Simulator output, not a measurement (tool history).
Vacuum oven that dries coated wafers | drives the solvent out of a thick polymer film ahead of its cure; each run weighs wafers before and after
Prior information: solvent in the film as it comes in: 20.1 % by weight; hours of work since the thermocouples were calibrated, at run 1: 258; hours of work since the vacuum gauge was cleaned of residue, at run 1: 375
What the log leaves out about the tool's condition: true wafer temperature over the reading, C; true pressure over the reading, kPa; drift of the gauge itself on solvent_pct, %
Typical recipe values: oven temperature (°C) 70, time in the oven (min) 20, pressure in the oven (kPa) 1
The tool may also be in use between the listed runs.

run    hour  oven temperature (°C)  time in the oven (min)  pressure in the oven (kPa)  hours of work since the thermocouples were calibrated  hours of work since the vacuum gauge was cleaned of residue  solvent left in the film (%)
  1       0                     70                      20                           1                                                    258                                                          375                          3.29
  2    94.2                     70                      31                           1                                                    300                                                          417                          1.77
  3   196.3                     56                      20                           1                                                    346                                                          463                          9.24
  4   270.5                     56                      20                           1                                                    379                                                          496                          9.39
  5   339.5                     56                      20                           1                                                    410                                                          527                           9.4
  6   433.9                     56                      20                           1                                                    452                                                          569                          9.49
  7   507.8                     70                      20                           1                                                    485                                                          602                          3.19
  8   604.8                     70                      20                           1                                                    529                                                          645                           3.2
  9   662.5                     70                      20                           1                                                    554                                                          671                          3.12
 10   757.6                     70                      20                           1                                                    597                                                          714                          3.17
 11   831.1                     70                      20                        1.44                                                    630                                                          746                          3.54
 12   904.4                     70                      20                        1.44                                                    663                                                          779                          3.51
 13   976.5                     70                      20                        1.44                                                    695                                                          811                          3.47
 14  1032.8                     70                      20                        1.44                                                    720                                                          837                           3.5
 15  1137.1                     70                      20                        1.44                                                    767                                                          883                          3.45
 16  1230.4                     70                      20                        3.33                                                    808                                                          925                          4.81
     1277.5  -- oven's thermocouples calibrated
 17  1291.3                     70                      11                           1                                                      6                                                          951                          6.03
 18  1346.3                     70                      20                        1.23                                                     31                                                          976                          3.17
 19  1437.6                     83                      27                        0.86                                                     72                                                         1017                          0.56
 20    1499                     83                      23                        1.39                                                     99                                                         1044                          0.79
 21  1592.1                     60                      23                        1.39                                                    141                                                         1086                          6.71
 22  1678.1                     61                      20                           1                                                    179                                                         1124                          6.55
 23  1759.1                     62                      20                        0.68                                                    215                                                         1160                          5.85
 24  1839.5                     70                      20                        0.84                                                    251                                                         1196                           2.8
     1878.7  -- oven's thermocouples calibrated, once more
 25  1893.8                     69                      20                        0.74                                                      7                                                         1220                          3.64
 26  1990.4                     69                      20                        0.74                                                     50                                                         1263                          3.65
 27  2036.6                     84                      20                           1                                                     71                                                         1284                          0.73
 28  2122.9                     63                      10                           1                                                    109                                                         1322                         10.19
 29  2175.8                     63                      10                           1                                                    133                                                         1346                          9.98
 30  2223.1                     63                      10                           1                                                    154                                                         1367                         10.09
 31  2289.9                     63                      10                           1                                                    184                                                         1397                         10.06
 32  2362.1                     63                      12                         2.3                                                    216                                                         1429                          9.97
 33  2445.7                     63                      12                         2.3                                                    254                                                         1467                          9.94
 34  2544.5                     81                      14                           1                                                    298                                                         1511                          1.61
 35  2621.7                     62                      20                        0.58                                                    332                                                         1545                          6.37
 36  2728.9                     70                      34                        0.58                                                    380                                                         1593                           1.4

What if the next run were any one of these 5? Each begins from the tool's condition after run 36:
  A  2825.5                     59                      34                         1.2                                                    423                                                         1636                             ?
  B  2825.5                     70                      35                        0.58                                                    423                                                         1636                             ?
  C  2825.5                     57                      20                        1.68                                                    423                                                         1636                             ?
  D  2825.5                     57                      12                           1                                                    423                                                         1636                             ?
  E  2825.5                     55                      21                        3.56                                                    423                                                         1636                             ?

run  solvent left in the film (%)
  A                          5.39
  B                          1.35
  C                          9.64
  D                         11.54
  E                         12.01
Without the tool's unlogged condition, the same runs would have read:
run  solvent left in the film (%)
  A                          5.26
  B                          1.13
  C                          9.59
  D                         11.52
  E                         11.96
